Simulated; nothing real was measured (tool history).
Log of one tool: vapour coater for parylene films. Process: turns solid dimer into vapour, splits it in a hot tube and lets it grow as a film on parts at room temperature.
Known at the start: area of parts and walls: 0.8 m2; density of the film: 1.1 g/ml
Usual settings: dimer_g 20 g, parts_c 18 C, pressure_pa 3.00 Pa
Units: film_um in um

run	hour	dimer_g	parts_c	pressure_pa	film_um
1	0.0	20	18	3.00	12.01
2	13.6	20	18	3.00	11.66
3	39.1	20	18	3.00	11.47
4	59.9	20	13	3.00	13.14
5	73.2	20	24	3.00	9.76
6	96.0	20	24	3.00	9.74
7	108.7	20	18	3.00	11.33
8	127.8	20	18	3.00	11.49
9	145.5	20	18	3.00	11.39
# hour 151.2: trap's valve overhauled
10	175.8	20	18	4.49	10.35
11	191.5	20	18	3.00	10.95
12	208.5	20	18	3.00	11.05
13	230.0	20	18	3.00	10.93
14	250.1	10	18	3.00	5.54
# hour 260.3: trap's valve overhauled, once more
15	276.4	20	25	3.00	10.39
16	298.4	20	12	3.00	14.97
17	315.1	20	18	3.57	12.32
18	332.8	36	14	6.24	22.56
19	346.2	8	21	7.29	4.03
20	360.5	10	15	3.00	6.85
21	378.4	20	18	4.57	11.73
22	399.7	22	18	3.00	13.83
23	419.0	24	11	3.24	18.04
24	430.8	12	12	4.95	8.27
25	455.6	33	14	2.07	24.10
26	467.4	10	22	3.00	5.56
27	487.0	10	22	3.00	5.54
28	505.0	15	18	2.19	9.93
29	525.1	17	19	4.35	9.53
30	542.7	22	18	4.35	12.84

Forecast each of these 4 alternatives for the next run:
A	560.6	9	17	2.31	?
B	560.6	11	11	2.30	?
C	560.6	33	24	6.20	?
D	560.6	23	17	9.47	?

run	film_um
A	5.90
B	8.75
C	15.48
D	12.24
Without the tool's hidden state the same runs would have given:
run	film_um
A	6.00
B	8.90
C	15.76
D	12.45
